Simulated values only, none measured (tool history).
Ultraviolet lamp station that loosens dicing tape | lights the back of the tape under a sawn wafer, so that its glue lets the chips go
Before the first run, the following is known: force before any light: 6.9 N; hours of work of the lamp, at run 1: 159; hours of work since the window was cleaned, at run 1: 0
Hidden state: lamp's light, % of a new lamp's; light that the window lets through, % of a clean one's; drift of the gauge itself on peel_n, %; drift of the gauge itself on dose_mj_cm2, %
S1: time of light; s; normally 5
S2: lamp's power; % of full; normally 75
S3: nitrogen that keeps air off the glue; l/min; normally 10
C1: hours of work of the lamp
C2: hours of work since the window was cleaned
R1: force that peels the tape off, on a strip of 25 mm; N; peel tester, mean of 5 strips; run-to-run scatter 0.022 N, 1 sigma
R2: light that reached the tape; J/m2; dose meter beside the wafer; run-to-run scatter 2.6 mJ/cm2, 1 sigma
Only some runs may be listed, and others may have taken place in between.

run	day	S1	S2	S3	C1	C2	R1	R2
1	0.000	5	75	10	159	0	1.123	3170
2	0.638	5	75	10	166	7	1.200	3170
3	1.250	5	75	10	173	14	1.129	3120
4	1.883	5	75	10	180	21	1.195	3110
5	2.575	5	75	10	188	29	1.179	3090
6	3.204	5	75	10	195	36	1.232	3090

For run 7, what comes out?
7	3.750	3	75	10	201	42	?	?

{"run 7": {"R1": 2.372, "R2": 1850}}
Minus the tool's unlogged condition, the same run would have read R1 2.156 N, R2 2020 J/m2.

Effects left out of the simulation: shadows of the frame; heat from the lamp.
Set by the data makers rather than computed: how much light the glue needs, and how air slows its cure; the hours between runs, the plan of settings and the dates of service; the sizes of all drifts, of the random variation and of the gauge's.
